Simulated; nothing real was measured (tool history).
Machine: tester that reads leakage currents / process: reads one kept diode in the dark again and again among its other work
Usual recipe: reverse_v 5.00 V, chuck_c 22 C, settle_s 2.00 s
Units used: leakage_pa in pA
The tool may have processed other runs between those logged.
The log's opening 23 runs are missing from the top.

{"run": 24, "day": 60.75, "reverse_v": 1.16, "chuck_c": 53, "settle_s": 3.83, "leakage_pa": 43.22}
{"run": 25, "day": 63.979, "reverse_v": 1.16, "chuck_c": 53, "settle_s": 3.83, "leakage_pa": 43.91}
{"run": 26, "day": 66.254, "reverse_v": 1.16, "chuck_c": 53, "settle_s": 3.83, "leakage_pa": 44.3}
{"run": 27, "day": 68.071, "reverse_v": 1.16, "chuck_c": 55, "settle_s": 3.83, "leakage_pa": 51.55}
{"run": 28, "day": 71.288, "reverse_v": 5.76, "chuck_c": 22, "settle_s": 2.0, "leakage_pa": 10.86}
{"run": 29, "day": 72.796, "reverse_v": 15.37, "chuck_c": 30, "settle_s": 2.0, "leakage_pa": 36.28}
{"run": 30, "day": 75.712, "reverse_v": 6.54, "chuck_c": 33, "settle_s": 3.65, "leakage_pa": 27.09}
{"run": 31, "day": 78.821, "reverse_v": 6.54, "chuck_c": 33, "settle_s": 3.65, "leakage_pa": 27.36}
{"run": 32, "day": 80.838, "reverse_v": 6.54, "chuck_c": 33, "settle_s": 3.65, "leakage_pa": 27.68}
{"run": 33, "day": 84.546, "reverse_v": 14.82, "chuck_c": 30, "settle_s": 0.53, "leakage_pa": 45.96}
{"run": 34, "day": 86.988, "reverse_v": 18.74, "chuck_c": 41, "settle_s": 1.68, "leakage_pa": 98.32}
{"day": 90.267, "done": "chuck's temperature calibrated"}
{"run": 35, "day": 90.362, "reverse_v": 12.39, "chuck_c": 22, "settle_s": 5.67, "leakage_pa": 15.9}
{"run": 36, "day": 93.404, "reverse_v": 12.39, "chuck_c": 22, "settle_s": 5.67, "leakage_pa": 16.33}
{"run": 37, "day": 95.333, "reverse_v": 12.39, "chuck_c": 22, "settle_s": 5.67, "leakage_pa": 16.61}
{"run": 38, "day": 98.212, "reverse_v": 12.0, "chuck_c": 36, "settle_s": 2.0, "leakage_pa": 48.66}
{"run": 39, "day": 101.104, "reverse_v": 1.14, "chuck_c": 45, "settle_s": 1.36, "leakage_pa": 24.65}

5 options for the next run, each taken on its own from the tool as it stands now. Forecast them:
{"run": "A", "day": 102.804, "reverse_v": 1.02, "chuck_c": 23, "settle_s": 3.22, "leakage_pa": "?"}
{"run": "B", "day": 102.804, "reverse_v": 12.42, "chuck_c": 20, "settle_s": 2.0, "leakage_pa": "?"}
{"run": "C", "day": 102.804, "reverse_v": 5.0, "chuck_c": 42, "settle_s": 0.45, "leakage_pa": "?"}
{"run": "D", "day": 102.804, "reverse_v": 7.18, "chuck_c": 53, "settle_s": 5.24, "leakage_pa": "?"}
{"run": "E", "day": 102.804, "reverse_v": 9.38, "chuck_c": 22, "settle_s": 2.18, "leakage_pa": "?"}

run=A leakage_pa=4.14
run=B leakage_pa=16.62
run=C leakage_pa=49.65
run=D leakage_pa=124.90
run=E leakage_pa=15.61
Without the tool's hidden state the same runs would have given:
run=A leakage_pa=3.73
run=B leakage_pa=13.71
run=C leakage_pa=46.52
run=D leakage_pa=117.81
run=E leakage_pa=13.24

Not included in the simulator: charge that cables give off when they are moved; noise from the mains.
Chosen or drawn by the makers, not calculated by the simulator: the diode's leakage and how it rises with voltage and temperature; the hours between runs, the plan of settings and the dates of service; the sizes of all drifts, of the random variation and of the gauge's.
